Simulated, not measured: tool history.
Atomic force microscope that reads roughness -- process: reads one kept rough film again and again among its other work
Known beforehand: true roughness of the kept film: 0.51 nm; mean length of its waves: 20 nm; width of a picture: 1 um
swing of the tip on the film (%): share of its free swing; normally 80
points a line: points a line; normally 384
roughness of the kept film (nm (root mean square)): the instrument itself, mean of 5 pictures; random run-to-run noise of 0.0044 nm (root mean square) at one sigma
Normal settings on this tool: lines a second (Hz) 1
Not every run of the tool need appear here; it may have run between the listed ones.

run,day,lines a second (Hz),swing of the tip on the film (%),points a line,roughness of the kept film (nm (root mean square))
1,0,1,80,384,0.417
# day 2.625: new tip fitted
2,3.179,1,80,384,0.445
3,5.892,1,80,384,0.414
# day 8.242: new tip fitted
4,8.242,1,80,818,0.451
5,10.896,1,80,818,0.423
6,13.579,1,80,818,0.402
# day 13.883: new tip fitted
7,15.538,1,80,818,0.446
8,17.004,1,80,818,0.425
# day 17.212: height scale calibrated on a step standard
# day 19.417: new tip fitted
9,19.675,1,80,818,0.446
10,22.071,1,80,818,0.435
# day 23.5: height scale calibrated on a step standard, once more
11,23.533,1,80,818,0.404
# day 24.954: new tip fitted
12,26.612,2.12,80,818,0.396
13,28.792,1,80,384,0.405
# day 30.404: new tip fitted
14,30.829,1,80,384,0.442
15,32.404,0.8,80,384,0.441
16,33.788,1.63,85,371,0.379

What will run 17 give?
# day 36.104: new tip fitted
17,36.95,1.08,66,717,?

{"run 17": {"roughness of the kept film (nm (root mean square))": 0.467}}
With the hidden condition absent and the run-to-run variation left alone, this run would have shown roughness of the kept film (nm (root mean square)) 0.475.
